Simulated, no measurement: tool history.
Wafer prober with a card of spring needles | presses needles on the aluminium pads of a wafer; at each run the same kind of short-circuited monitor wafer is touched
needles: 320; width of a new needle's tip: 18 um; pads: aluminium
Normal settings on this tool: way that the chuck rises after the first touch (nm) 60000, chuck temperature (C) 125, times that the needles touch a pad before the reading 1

run	hour	way that the chuck rises after the first touch (nm)	chuck temperature (C)	times that the needles touch a pad before the reading	resistance of one needle with its contact and lead (mohm)	way that a needle slides on the pad (nm)
1	0.0	60000	125	1	438	11300
# hour 6.1: tips cleaned on abrasive film
# hour 32.0: tips cleaned on abrasive film
2	44.5	60000	125	1	420	11280
# hour 56.1: tips cleaned on abrasive film
# hour 81.2: tips cleaned on abrasive film
# hour 110.7: tips cleaned on abrasive film
3	120.1	60000	125	1	407	11270
# hour 135.0: tips cleaned on abrasive film
# hour 159.2: tips cleaned on abrasive film
# hour 173.4: height of the first contact set anew
4	173.4	60000	40	1	412	11320
# hour 187.8: tips cleaned on abrasive film
# hour 214.3: tips cleaned on abrasive film
# hour 242.4: tips cleaned on abrasive film
5	245.8	60000	40	2	314	11240
# hour 269.4: tips cleaned on abrasive film
# hour 297.0: tips cleaned on abrasive film
6	315.0	60000	125	1	435	11250
# hour 325.6: tips cleaned on abrasive film
# hour 349.6: tips cleaned on abrasive film
# hour 349.9: height of the first contact set anew
7	369.9	60000	39	1	443	11300
# hour 374.1: tips cleaned on abrasive film
# hour 400.3: tips cleaned on abrasive film
# hour 426.2: tips cleaned on abrasive film
# hour 450.2: tips cleaned on abrasive film
8	453.4	60000	39	1	326	11280
# hour 477.2: tips cleaned on abrasive film
# hour 503.1: tips cleaned on abrasive film
9	505.4	60000	39	1	325	11220
# hour 525.5: height of the first contact set anew
# hour 531.6: tips cleaned on abrasive film
# hour 558.2: tips cleaned on abrasive film
# hour 586.0: tips cleaned on abrasive film
10	589.1	60000	39	1	339	11280
# hour 616.1: tips cleaned on abrasive film
# hour 641.0: tips cleaned on abrasive film
# hour 665.6: tips cleaned on abrasive film
11	671.3	60000	65	1	378	11200
# hour 695.3: tips cleaned on abrasive film
# hour 699.6: height of the first contact set anew
# hour 724.4: tips cleaned on abrasive film
12	738.3	60000	65	1	417	11290
# hour 749.2: tips cleaned on abrasive film
# hour 779.3: tips cleaned on abrasive film
13	798.8	60000	125	1	449	11280
# hour 804.9: tips cleaned on abrasive film
# hour 833.6: tips cleaned on abrasive film
# hour 861.1: tips cleaned on abrasive film
# hour 877.2: height of the first contact set anew
14	877.4	60000	125	1	432	11320
# hour 889.5: tips cleaned on abrasive film
# hour 913.8: tips cleaned on abrasive film
# hour 942.1: tips cleaned on abrasive film
15	950.1	60000	31	3	311	11280
# hour 971.3: tips cleaned on abrasive film
16	989.7	60000	31	3	326	11280
# hour 995.8: tips cleaned on abrasive film
# hour 1025.5: tips cleaned on abrasive film
17	1028.4	52000	68	3	312	9750
# hour 1051.6: tips cleaned on abrasive film
# hour 1051.9: height of the first contact set anew
# hour 1080.5: tips cleaned on abrasive film
# hour 1107.7: tips cleaned on abrasive film
18	1107.8	52000	68	3	291	9760
# hour 1132.8: tips cleaned on abrasive film
# hour 1160.0: tips cleaned on abrasive film
# hour 1184.1: tips cleaned on abrasive film
19	1184.1	52000	68	3	288	9740
# hour 1211.7: tips cleaned on abrasive film
20	1223.8	52000	68	3	343	9710
# hour 1228.5: height of the first contact set anew
# hour 1239.5: tips cleaned on abrasive film
# hour 1266.0: tips cleaned on abrasive film
21	1266.5	48000	28	1	317	9030
# hour 1291.5: tips cleaned on abrasive film
22	1306.3	70000	125	1	410	13150
# hour 1318.4: tips cleaned on abrasive film
# hour 1344.6: tips cleaned on abrasive film
23	1362.4	70000	125	1	412	13150
# hour 1373.7: tips cleaned on abrasive film
# hour 1397.7: tips cleaned on abrasive film
# hour 1402.5: height of the first contact set anew
24	1414.3	70000	115	1	406	13190
# hour 1426.4: tips cleaned on abrasive film
# hour 1455.8: tips cleaned on abrasive film
25	1460.8	70000	98	1	356	13210
# hour 1481.4: tips cleaned on abrasive film
# hour 1507.0: tips cleaned on abrasive film
26	1512.2	70000	98	1	349	13160
# hour 1536.1: tips cleaned on abrasive film
# hour 1562.6: tips cleaned on abrasive film
27	1562.6	41000	26	1	305	7670

Measured result minus the same run's result without the hidden state. Both carry the same run-to-run variation, though not necessarily the same gauge scatter:
The tool's hidden condition here consists of: debris on the tips, nm; way that the needles fall short of the set height, um; tips' diameter, um; drift of the gauge itself on contact_mohm, %; drift of the gauge itself on scrub_um, %.
run	resistance of one needle with its contact and lead (mohm)	way that a needle slides on the pad (nm)
1	+142	+0
2	+123	-30
3	+114	-80
4	+142	+0
5	+40	-50
6	+142	-80
7	+169	+0
8	+51	-60
9	+53	-90
10	+70	-50
11	+103	-100
12	+138	-20
13	+156	-50
14	+139	+0
15	+41	-40
16	+62	-60
17	+31	-90
18	+10	-30
19	+10	-80
20	+68	-90
21	+47	-30
22	+117	-50
23	+121	-80
24	+119	+0
25	+70	-30
26	+65	-60
27	+34	-100

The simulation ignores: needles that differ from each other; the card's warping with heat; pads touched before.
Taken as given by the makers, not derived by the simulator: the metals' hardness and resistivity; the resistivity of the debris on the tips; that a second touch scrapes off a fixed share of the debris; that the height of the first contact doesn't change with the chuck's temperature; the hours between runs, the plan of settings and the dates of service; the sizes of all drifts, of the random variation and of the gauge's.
